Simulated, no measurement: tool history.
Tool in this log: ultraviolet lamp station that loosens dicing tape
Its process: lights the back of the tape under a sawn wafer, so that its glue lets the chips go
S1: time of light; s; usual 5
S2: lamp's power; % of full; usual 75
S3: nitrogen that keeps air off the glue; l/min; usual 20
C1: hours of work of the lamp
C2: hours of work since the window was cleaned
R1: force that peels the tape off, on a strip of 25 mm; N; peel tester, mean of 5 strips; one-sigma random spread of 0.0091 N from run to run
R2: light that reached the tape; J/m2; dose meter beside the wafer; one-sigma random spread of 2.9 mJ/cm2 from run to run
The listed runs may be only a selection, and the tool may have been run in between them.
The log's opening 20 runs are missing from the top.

{"run": 21, "day": 17.621, "S1": 5, "S2": 100, "S3": 20, "C1": 564, "C2": 321, "R1": 0.357, "R2": 4220}
{"run": 22, "day": 18.721, "S1": 5, "S2": 100, "S3": 20, "C1": 582, "C2": 339, "R1": 0.36, "R2": 4260}
{"run": 23, "day": 19.362, "S1": 5, "S2": 78, "S3": 11, "C1": 593, "C2": 349, "R1": 0.807, "R2": 3240}
{"run": 24, "day": 19.933, "S1": 4, "S2": 75, "S3": 17, "C1": 602, "C2": 358, "R1": 1.106, "R2": 2500}
{"run": 25, "day": 20.529, "S1": 4, "S2": 75, "S3": 17, "C1": 612, "C2": 368, "R1": 1.089, "R2": 2490}
{"run": 26, "day": 21.246, "S1": 4, "S2": 75, "S3": 17, "C1": 624, "C2": 380, "R1": 1.108, "R2": 2460}
{"run": 27, "day": 21.833, "S1": 3, "S2": 75, "S3": 22, "C1": 633, "C2": 389, "R1": 1.538, "R2": 1840}
{"run": 28, "day": 22.667, "S1": 5, "S2": 71, "S3": 20, "C1": 647, "C2": 403, "R1": 0.789, "R2": 2850}
{"run": 29, "day": 23.808, "S1": 9, "S2": 79, "S3": 20, "C1": 665, "C2": 422, "R1": 0.18, "R2": 5710}
{"run": 30, "day": 24.925, "S1": 5, "S2": 73, "S3": 36, "C1": 683, "C2": 440, "R1": 0.672, "R2": 2930}
{"run": 31, "day": 25.454, "S1": 2, "S2": 98, "S3": 36, "C1": 692, "C2": 448, "R1": 1.709, "R2": 1560}
{"run": 32, "day": 26.654, "S1": 5, "S2": 94, "S3": 20, "C1": 712, "C2": 468, "R1": 0.487, "R2": 3730}
{"run": 33, "day": 27.667, "S1": 5, "S2": 94, "S3": 20, "C1": 728, "C2": 484, "R1": 0.482, "R2": 3660}
{"run": 34, "day": 28.583, "S1": 5, "S2": 94, "S3": 20, "C1": 743, "C2": 499, "R1": 0.537, "R2": 3590}
{"run": 35, "day": 29.342, "S1": 6, "S2": 99, "S3": 12, "C1": 755, "C2": 512, "R1": 0.382, "R2": 4540}
{"run": 36, "day": 29.892, "S1": 3, "S2": 63, "S3": 12, "C1": 764, "C2": 521, "R1": 2.416, "R2": 1390}
{"run": 37, "day": 31.121, "S1": 5, "S2": 89, "S3": 10, "C1": 784, "C2": 541, "R1": 0.782, "R2": 3320}
{"run": 38, "day": 31.808, "S1": 3, "S2": 98, "S3": 20, "C1": 795, "C2": 552, "R1": 1.309, "R2": 2160}
{"run": 39, "day": 32.746, "S1": 3, "S2": 78, "S3": 9, "C1": 811, "C2": 567, "R1": 2.148, "R2": 1740}

Alternative continuations, all from the tool just after run 39; predict every row:
{"day": 33.217, "done": "window cleaned of glue's vapour"}
{"run": "A", "day": 33.446, "S1": 5, "S2": 99, "S3": 20, "C1": 822, "C2": 4, "R1": "?", "R2": "?"}
{"day": 33.217, "done": "window cleaned of glue's vapour"}
{"run": "B", "day": 33.446, "S1": 4, "S2": 81, "S3": 13, "C1": 822, "C2": 4, "R1": "?", "R2": "?"}
{"day": 33.217, "done": "window cleaned of glue's vapour"}
{"run": "C", "day": 33.446, "S1": 5, "S2": 75, "S3": 36, "C1": 822, "C2": 4, "R1": "?", "R2": "?"}
{"day": 33.217, "done": "window cleaned of glue's vapour"}
{"run": "D", "day": 33.446, "S1": 3, "S2": 88, "S3": 19, "C1": 822, "C2": 4, "R1": "?", "R2": "?"}

run=A R1=0.393 R2=4100
run=B R1=0.999 R2=2700
run=C R1=0.590 R2=3090
run=D R1=1.356 R2=2180
With no hidden state in the tool, these same runs would have given:
run=A R1=0.210 R2=5430
run=B R1=0.596 R2=3570
run=C R1=0.310 R2=4100
run=D R1=0.848 R2=2880

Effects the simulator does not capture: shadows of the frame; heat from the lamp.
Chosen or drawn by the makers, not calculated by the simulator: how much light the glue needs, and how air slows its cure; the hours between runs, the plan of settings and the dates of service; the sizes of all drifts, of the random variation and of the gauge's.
